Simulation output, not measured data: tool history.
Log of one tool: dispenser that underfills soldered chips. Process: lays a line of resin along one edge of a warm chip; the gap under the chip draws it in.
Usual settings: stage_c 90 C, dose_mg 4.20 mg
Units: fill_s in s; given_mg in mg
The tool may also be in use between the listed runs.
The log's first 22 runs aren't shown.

| run | hour | stage_c | dose_mg | hours of work since the syringe was changed | hours of work since the valve was cleaned | hours of work since the stage was calibrated | fill_s | given_mg |
|---|---|---|---|---|---|---|---|---|
| 23 | 99.7 | 97 | 4.30 | 6 | 33 | 148 | 29.9 | 4.21 |
| 24 | 105.2 | 97 | 4.30 | 9 | 37 | 152 | 38.9 | 4.15 |
|  | 108.1 | new syringe of resin |
| 25 | 110.2 | 83 | 5.24 | 1 | 40 | 155 | 36.8 | 5.00 |
| 26 | 116.1 | 76 | 4.89 | 5 | 43 | 158 | 68.0 | 4.72 |
| 27 | 121.5 | 93 | 3.61 | 8 | 47 | 162 | 45.4 | 3.45 |
| 28 | 124.7 | 90 | 4.93 | 10 | 49 | 164 | 55.9 | 4.72 |
|  | 125.9 | new syringe of resin |
| 29 | 129.9 | 90 | 5.04 | 2 | 52 | 167 | 29.6 | 4.81 |
| 30 | 134.8 | 90 | 5.04 | 6 | 55 | 170 | 37.8 | 4.78 |
| 31 | 138.3 | 104 | 3.89 | 8 | 57 | 172 | 26.2 | 3.60 |
|  | 144.0 | new syringe of resin |
| 32 | 144.7 | 104 | 5.08 | 0 | 61 | 176 | 14.4 | 4.94 |
| 33 | 147.3 | 104 | 5.08 | 2 | 62 | 177 | 15.7 | 4.87 |
| 34 | 150.4 | 104 | 5.08 | 4 | 64 | 179 | 18.5 | 4.91 |
| 35 | 153.9 | 104 | 5.08 | 6 | 66 | 181 | 21.6 | 4.80 |
| 36 | 158.6 | 83 | 4.37 | 9 | 69 | 184 | 71.1 | 4.09 |

Forecast run 37:
|  | 161.9 | new syringe of resin |
| 37 | 163.7 | 83 | 4.37 | 1 | 72 | 187 | ? | ? |

{"run 37": {"fill_s": 37.7, "given_mg": 4.16}}
Without the tool's hidden state the same run would have given fill_s 36.0 s, given_mg 4.41 mg.

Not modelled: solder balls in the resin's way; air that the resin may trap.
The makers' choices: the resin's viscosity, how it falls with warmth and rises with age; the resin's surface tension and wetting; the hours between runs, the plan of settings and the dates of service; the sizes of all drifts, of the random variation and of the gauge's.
